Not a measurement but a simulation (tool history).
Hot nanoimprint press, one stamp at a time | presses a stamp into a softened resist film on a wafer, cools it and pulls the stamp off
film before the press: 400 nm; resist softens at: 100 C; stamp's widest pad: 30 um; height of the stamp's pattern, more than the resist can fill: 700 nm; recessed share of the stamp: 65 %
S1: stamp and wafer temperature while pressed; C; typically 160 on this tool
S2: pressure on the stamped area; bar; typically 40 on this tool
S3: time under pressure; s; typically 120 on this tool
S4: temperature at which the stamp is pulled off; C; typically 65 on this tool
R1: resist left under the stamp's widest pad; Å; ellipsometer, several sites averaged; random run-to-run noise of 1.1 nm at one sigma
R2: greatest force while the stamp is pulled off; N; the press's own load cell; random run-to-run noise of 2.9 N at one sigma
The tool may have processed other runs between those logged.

run	hour	S1	S2	S3	S4	R1	R2
1	0	160	40	120	65	1748	133
2	30.4	165	40	120	65	1425	130
3	53.3	153	40	120	65	2286	136
4	84	153	40	120	65	2291	134
5	107.2	160	40	120	65	1760	132
6	131.5	160	40	120	65	1769	135
7	184.8	160	40	120	65	1744	139
8	222.7	160	40	120	65	1748	140
9	264.8	160	40	120	65	1745	134
10	303.3	160	40	120	65	1766	134
11	328	160	40	120	65	1757	133
12	351.6	160	40	120	65	1750	135
13	397.5	160	40	120	65	1744	140
14	442.9	160	40	120	65	1754	134
15	493	160	40	120	65	1744	134
16	527.7	160	40	120	66	1740	129
17	563.2	158	26.3	230	64	1780	139
18	598.9	158	26.3	230	64	1753	137
# hour 615.4: stamp cleaned and given a new release coat
# hour 620.8: plate thermocouple calibrated
19	640.7	158	26.3	230	64	1763	134
20	691	163	26.7	95	55	2039	174
21	743.6	159	26.7	95	55	2318	166
22	784	166	54.5	120	68	1187	125
23	817.9	153	40	120	65	2304	129
24	844.2	170	40	101	65	1273	132
25	878.7	160	40	103	52	1836	187
26	919.5	160	40	91	65	1935	133
27	973.4	160	40	91	65	1923	137
28	1013.1	160	40	116	65	1760	130
29	1058.8	169	40	182	65	1043	140

Consider 5 possible next runs. They are alternatives, not a sequence: every one starts from the tool as it was left by run 29. What does each give?
A	1092.7	169	40	151	71	?	?
B	1092.7	172	40	120	65	?	?
C	1092.7	169	40	230	65	?	?
D	1092.7	172	45.5	178	65	?	?
E	1092.7	160	27.8	120	52	?	?

run	R1	R2
A	1105	111
B	1099	131
C	931	138
D	867	131
E	2049	190
Without the tool's hidden state the same runs would have given:
run	R1	R2
A	1103	110
B	1098	129
C	930	137
D	866	129
E	2047	188
